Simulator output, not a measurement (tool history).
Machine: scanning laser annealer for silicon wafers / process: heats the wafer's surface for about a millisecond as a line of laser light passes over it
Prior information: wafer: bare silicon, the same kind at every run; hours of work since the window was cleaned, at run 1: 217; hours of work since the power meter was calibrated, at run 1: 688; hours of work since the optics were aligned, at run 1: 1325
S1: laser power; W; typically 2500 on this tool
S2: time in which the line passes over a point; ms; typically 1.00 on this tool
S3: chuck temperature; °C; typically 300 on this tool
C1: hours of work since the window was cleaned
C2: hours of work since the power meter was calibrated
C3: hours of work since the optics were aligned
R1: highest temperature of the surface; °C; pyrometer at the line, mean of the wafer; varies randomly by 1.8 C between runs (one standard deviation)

run   hour    S1    S2   S3   C1   C2    C3    R1
  1    0.0  2500  1.00  300  217  688  1325  1022
  2   46.9  2500  1.00  300  245  716  1353  1024
  3   76.7  2500  1.00  300  262  733  1370  1022
     103.3  -- optics aligned, line set to its width
  4  121.5  2252  1.00  300  286  757    11   958
  5  163.5  2569  1.00  300  310  781    35  1049
  6  190.4  2720  0.78  271  326  797    51   973
  7  227.1  2720  0.78  271  348  819    73   971

Run 8, settings as shown, results not yet in. Your forecast:
  8  251.1  2500  1.21  316  362  833  87   ?

{"run 8": {"R1": 1112}}
With the hidden condition absent and the run-to-run variation left alone, this run would have shown R1 1131 °C.
